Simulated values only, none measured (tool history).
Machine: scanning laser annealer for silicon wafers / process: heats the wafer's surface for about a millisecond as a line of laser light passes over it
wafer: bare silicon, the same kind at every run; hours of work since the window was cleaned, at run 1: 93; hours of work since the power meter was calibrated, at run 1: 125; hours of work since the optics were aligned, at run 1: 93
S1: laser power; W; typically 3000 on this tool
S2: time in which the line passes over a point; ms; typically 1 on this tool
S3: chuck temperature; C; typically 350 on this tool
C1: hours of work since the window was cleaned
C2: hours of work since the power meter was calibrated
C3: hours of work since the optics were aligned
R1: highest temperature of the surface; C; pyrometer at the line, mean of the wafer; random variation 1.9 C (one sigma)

| run | hour | S1 | S2 | S3 | C1 | C2 | C3 | R1 |
|---|---|---|---|---|---|---|---|---|
| 1 | 0 | 3000 | 1 | 350 | 93 | 125 | 93 | 1191 |
| 2 | 11.7 | 3000 | 1 | 350 | 99 | 131 | 99 | 1186 |
| 3 | 19.9 | 3000 | 1.2 | 350 | 103 | 135 | 103 | 1268 |
| 4 | 30.4 | 3000 | 1.2 | 350 | 109 | 140 | 109 | 1266 |
| 5 | 41.9 | 3000 | 1.2 | 350 | 115 | 146 | 115 | 1266 |
| 6 | 54.9 | 3000 | 1.2 | 350 | 122 | 153 | 122 | 1262 |
| 7 | 66 | 3000 | 1.2 | 350 | 127 | 159 | 127 | 1264 |
| 8 | 80.7 | 3000 | 1.2 | 350 | 135 | 167 | 135 | 1269 |
| 9 | 96.5 | 3000 | 1.2 | 350 | 143 | 175 | 143 | 1262 |
| 10 | 111.2 | 3000 | 1 | 350 | 151 | 182 | 151 | 1181 |
| 11 | 129 | 3000 | 1 | 350 | 160 | 192 | 160 | 1183 |
| 12 | 143.8 | 3000 | 1 | 350 | 168 | 199 | 168 | 1180 |
| 13 | 157.9 | 3000 | 0.72 | 350 | 175 | 207 | 175 | 1057 |
| 14 | 169.2 | 3000 | 1 | 350 | 181 | 213 | 181 | 1181 |
| 15 | 180.8 | 3000 | 1 | 350 | 187 | 219 | 187 | 1182 |
| 16 | 198.3 | 2798 | 0.89 | 337 | 196 | 228 | 196 | 1068 |
| 17 | 216.3 | 2798 | 0.89 | 337 | 206 | 237 | 206 | 1068 |
| 18 | 231.4 | 2578 | 0.86 | 350 | 213 | 245 | 213 | 1011 |
| 19 | 241.4 | 2578 | 0.86 | 350 | 219 | 250 | 219 | 1011 |
| 20 | 249.4 | 3204 | 0.71 | 350 | 223 | 254 | 223 | 1092 |
| 21 | 259 | 3204 | 1.2 | 351 | 228 | 259 | 228 | 1316 |
| 22 | 277.6 | 3024 | 1 | 337 | 238 | 269 | 238 | 1168 |
| 23 | 293.8 | 3267 | 1 | 369 | 246 | 278 | 246 | 1266 |
| 24 | 308 | 3000 | 1 | 382 | 253 | 285 | 253 | 1206 |
| 25 | 323.2 | 3116 | 0.75 | 330 | 261 | 293 | 261 | 1066 |
| 26 | 340.4 | 3116 | 0.75 | 330 | 270 | 302 | 270 | 1066 |
| 27 | 348.2 | 3116 | 0.75 | 330 | 274 | 306 | 274 | 1072 |
| 28 | 366.5 | 3000 | 0.74 | 356 | 284 | 315 | 284 | 1063 |
| 29 | 378.4 | 2918 | 0.81 | 321 | 290 | 322 | 290 | 1041 |
| 30 | 390.1 | 3041 | 1.18 | 350 | 296 | 328 | 296 | 1252 |

Consider 4 possible next runs. They are alternatives, not a sequence: every one starts from the tool as it was left by run 30. What does each give?
| A | 409.2 | 3178 | 0.76 | 358 | 306 | 338 | 306 | ? |
| B | 409.2 | 3041 | 1.18 | 344 | 306 | 338 | 306 | ? |
| C | 409.2 | 3000 | 0.7 | 342 | 306 | 338 | 306 | ? |
| D | 409.2 | 3170 | 0.93 | 311 | 306 | 338 | 306 | ? |

| run | R1 |
|---|---|
| A | 1117 |
| B | 1249 |
| C | 1026 |
| D | 1149 |
The same runs, with their run-to-run variation unchanged, on a tool lacking any hidden condition would have given:
| run | R1 |
|---|---|
| A | 1143 |
| B | 1281 |
| C | 1050 |
| D | 1178 |
